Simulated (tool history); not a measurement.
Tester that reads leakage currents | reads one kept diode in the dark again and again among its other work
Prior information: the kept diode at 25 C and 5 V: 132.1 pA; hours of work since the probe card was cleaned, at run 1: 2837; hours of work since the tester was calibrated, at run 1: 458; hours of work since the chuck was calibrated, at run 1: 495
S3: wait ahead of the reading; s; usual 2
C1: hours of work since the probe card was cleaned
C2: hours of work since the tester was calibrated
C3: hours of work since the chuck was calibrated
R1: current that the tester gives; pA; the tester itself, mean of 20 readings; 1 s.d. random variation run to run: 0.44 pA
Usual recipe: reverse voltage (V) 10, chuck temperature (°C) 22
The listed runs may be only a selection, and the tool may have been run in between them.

run 1 hour=0 | reverse_voltage_(V)=10 chuck_temperature_(°C)=22 S3=2 | C1=2837 C2=458 C3=495 | R1=174.9
run 2 hour=22.6 | reverse_voltage_(V)=10 chuck_temperature_(°C)=22 S3=2 | C1=2851 C2=472 C3=509 | R1=175.93
run 3 hour=55 | reverse_voltage_(V)=10 chuck_temperature_(°C)=22 S3=2 | C1=2870 C2=491 C3=528 | R1=176.12
run 4 hour=79.2 | reverse_voltage_(V)=10 chuck_temperature_(°C)=22 S3=2 | C1=2884 C2=505 C3=542 | R1=177.59
run 5 hour=101.4 | reverse_voltage_(V)=6 chuck_temperature_(°C)=22 S3=2 | C1=2897 C2=518 C3=555 | R1=134.43
run 6 hour=118.3 | reverse_voltage_(V)=10 chuck_temperature_(°C)=22 S3=2 | C1=2907 C2=528 C3=565 | R1=178.23
run 7 hour=142.7 | reverse_voltage_(V)=2.5 chuck_temperature_(°C)=22 S3=2 | C1=2922 C2=543 C3=580 | R1=85.6
run 8 hour=179.4 | reverse_voltage_(V)=2.5 chuck_temperature_(°C)=22 S3=2 | C1=2944 C2=565 C3=601 | R1=85.9
run 9 hour=209.8 | reverse_voltage_(V)=2.5 chuck_temperature_(°C)=22 S3=2 | C1=2962 C2=583 C3=619 | R1=86.19
run 10 hour=229.7 | reverse_voltage_(V)=15.7 chuck_temperature_(°C)=22 S3=2 | C1=2973 C2=594 C3=631 | R1=229.65
run 11 hour=252.5 | reverse_voltage_(V)=15.7 chuck_temperature_(°C)=22 S3=2 | C1=2987 C2=608 C3=645 | R1=231.05
run 12 hour=275.2 | reverse_voltage_(V)=15.7 chuck_temperature_(°C)=22 S3=2 | C1=3000 C2=621 C3=658 | R1=230.02
run 13 hour=305.5 | reverse_voltage_(V)=15.7 chuck_temperature_(°C)=22 S3=2 | C1=3018 C2=639 C3=676 | R1=233.54
run 14 hour=332.5 | reverse_voltage_(V)=10 chuck_temperature_(°C)=22 S3=2 | C1=3034 C2=655 C3=692 | R1=182.37
run 15 hour=368.7 | reverse_voltage_(V)=10 chuck_temperature_(°C)=22 S3=2 | C1=3056 C2=677 C3=714 | R1=183.9
run 16 hour=385.3 | reverse_voltage_(V)=10 chuck_temperature_(°C)=22 S3=2 | C1=3066 C2=687 C3=723 | R1=183.41
-- hour=408.1 probe card cleaned and baked
run 17 hour=414.1 | reverse_voltage_(V)=13.8 chuck_temperature_(°C)=42 S3=0.47 | C1=4 C2=702 C3=739 | R1=957.57
run 18 hour=440.7 | reverse_voltage_(V)=13.8 chuck_temperature_(°C)=42 S3=0.47 | C1=19 C2=718 C3=754 | R1=958.99
-- hour=444.7 chuck's temperature calibrated
run 19 hour=472.7 | reverse_voltage_(V)=12.7 chuck_temperature_(°C)=26 S3=2 | C1=37 C2=735 C3=17 | R1=233.29
run 20 hour=504.2 | reverse_voltage_(V)=9.4 chuck_temperature_(°C)=39 S3=2 | C1=56 C2=754 C3=35 | R1=560.37
run 21 hour=526.2 | reverse_voltage_(V)=9.4 chuck_temperature_(°C)=39 S3=2 | C1=69 C2=767 C3=48 | R1=560.85
run 22 hour=557.6 | reverse_voltage_(V)=10 chuck_temperature_(°C)=23 S3=6.67 | C1=87 C2=786 C3=67 | R1=162.45
run 23 hour=576.4 | reverse_voltage_(V)=2.2 chuck_temperature_(°C)=44 S3=2.38 | C1=99 C2=797 C3=78 | R1=398.34
run 24 hour=599.1 | reverse_voltage_(V)=7.3 chuck_temperature_(°C)=47 S3=0.41 | C1=112 C2=810 C3=91 | R1=898.47
run 25 hour=627.7 | reverse_voltage_(V)=10 chuck_temperature_(°C)=22 S3=9.05 | C1=129 C2=827 C3=108 | R1=150.2
run 26 hour=649.3 | reverse_voltage_(V)=10 chuck_temperature_(°C)=22 S3=9.05 | C1=142 C2=840 C3=121 | R1=150.6
run 27 hour=677 | reverse_voltage_(V)=10 chuck_temperature_(°C)=22 S3=9.05 | C1=158 C2=857 C3=138 | R1=151.66
run 28 hour=702.6 | reverse_voltage_(V)=4 chuck_temperature_(°C)=22 S3=3.27 | C1=173 C2=872 C3=153 | R1=96.1
run 29 hour=734.9 | reverse_voltage_(V)=4 chuck_temperature_(°C)=22 S3=3.27 | C1=192 C2=891 C3=172 | R1=96.75

Branching from run 29: 4 alternative next runs. What would each branch give?
run A hour=756.3 | reverse_voltage_(V)=2.2 chuck_temperature_(°C)=29 S3=3.27 | C1=205 C2=904 C3=185 | R1=?
run B hour=756.3 | reverse_voltage_(V)=4 chuck_temperature_(°C)=44 S3=3.27 | C1=205 C2=904 C3=185 | R1=?
run C hour=756.3 | reverse_voltage_(V)=12 chuck_temperature_(°C)=23 S3=2.64 | C1=205 C2=904 C3=185 | R1=?
run D hour=756.3 | reverse_voltage_(V)=2.1 chuck_temperature_(°C)=30 S3=9.48 | C1=205 C2=904 C3=185 | R1=?

run=A R1=127.57
run=B R1=544.76
run=C R1=182.27
run=D R1=135.61
With the hidden condition removed and each run's random variation left untouched, the same runs would have given:
run=A R1=121.93
run=B R1=523.24
run=C R1=173.08
run=D R1=129.68

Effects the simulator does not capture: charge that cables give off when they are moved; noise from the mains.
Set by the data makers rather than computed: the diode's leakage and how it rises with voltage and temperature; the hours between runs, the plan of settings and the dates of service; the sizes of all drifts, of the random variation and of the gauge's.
